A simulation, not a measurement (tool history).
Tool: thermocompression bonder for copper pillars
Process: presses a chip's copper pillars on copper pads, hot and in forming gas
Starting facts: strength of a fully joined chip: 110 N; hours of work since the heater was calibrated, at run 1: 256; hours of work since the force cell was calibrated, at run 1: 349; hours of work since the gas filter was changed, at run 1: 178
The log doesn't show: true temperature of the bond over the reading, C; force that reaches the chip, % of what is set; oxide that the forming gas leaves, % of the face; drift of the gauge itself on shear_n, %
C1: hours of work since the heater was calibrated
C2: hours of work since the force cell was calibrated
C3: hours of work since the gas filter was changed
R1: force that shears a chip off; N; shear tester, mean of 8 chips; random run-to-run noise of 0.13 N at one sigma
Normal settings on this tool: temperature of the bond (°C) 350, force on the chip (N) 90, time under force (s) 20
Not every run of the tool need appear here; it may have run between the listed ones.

run 1 hour=0.0 | temperature_of_the_bond_(°C)=350 force_on_the_chip_(N)=90 time_under_force_(s)=20 | C1=256 C2=349 C3=178 | R1=44.3
run 2 hour=9.2 | temperature_of_the_bond_(°C)=350 force_on_the_chip_(N)=90 time_under_force_(s)=20 | C1=262 C2=355 C3=184 | R1=44.4
run 3 hour=26.3 | temperature_of_the_bond_(°C)=350 force_on_the_chip_(N)=90 time_under_force_(s)=20 | C1=273 C2=366 C3=195 | R1=44.4
run 4 hour=44.0 | temperature_of_the_bond_(°C)=350 force_on_the_chip_(N)=90 time_under_force_(s)=20 | C1=285 C2=378 C3=207 | R1=44.1
run 5 hour=52.5 | temperature_of_the_bond_(°C)=350 force_on_the_chip_(N)=90 time_under_force_(s)=20 | C1=290 C2=384 C3=213 | R1=44.2
run 6 hour=59.7 | temperature_of_the_bond_(°C)=350 force_on_the_chip_(N)=59 time_under_force_(s)=11 | C1=295 C2=388 C3=217 | R1=25.1
run 7 hour=69.8 | temperature_of_the_bond_(°C)=350 force_on_the_chip_(N)=71 time_under_force_(s)=46 | C1=301 C2=395 C3=224 | R1=51.4

Run 8, settings as shown, results not yet in. Your forecast:
run 8 hour=80.2 | temperature_of_the_bond_(°C)=350 force_on_the_chip_(N)=59 time_under_force_(s)=55 | C1=308 C2=402 C3=231 | R1=?

{"run 8": {"R1": 48.6}}
The same run, on a tool lacking any hidden state, would have yielded R1 48.6 N.
